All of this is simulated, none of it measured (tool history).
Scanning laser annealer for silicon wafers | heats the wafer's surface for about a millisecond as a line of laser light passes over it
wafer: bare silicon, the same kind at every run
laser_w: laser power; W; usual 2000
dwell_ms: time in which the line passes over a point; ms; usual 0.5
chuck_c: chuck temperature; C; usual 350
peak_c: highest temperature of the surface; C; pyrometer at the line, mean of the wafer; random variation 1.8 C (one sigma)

| run | hour | laser_w | dwell_ms | chuck_c | peak_c |
|---|---|---|---|---|---|
| 1 | 0 | 2000 | 0.5 | 350 | 1069 |
| 2 | 15.7 | 2000 | 0.5 | 350 | 1067 |
| 3 | 26.2 | 2000 | 0.5 | 350 | 1070 |
| 4 | 44.6 | 2000 | 0.5 | 350 | 1072 |
| 5 | 55.4 | 2000 | 0.5 | 350 | 1067 |
| 6 | 73.5 | 2165 | 0.5 | 350 | 1133 |
| 7 | 92.4 | 2165 | 0.5 | 350 | 1135 |
| 8 | 109.9 | 2165 | 0.5 | 350 | 1138 |
| 9 | 124.6 | 2000 | 0.5 | 343 | 1063 |
| 10 | 135.7 | 1735 | 0.5 | 350 | 958 |
| 11 | 147.7 | 1785 | 0.565 | 350 | 1023 |

Run 12 comes next. What will it give?
| 12 | 159.1 | 2000 | 0.5 | 349 | ? |

peak_c: 1065 C
Without the tool's hidden state the same run would have given peak_c 1067 C.
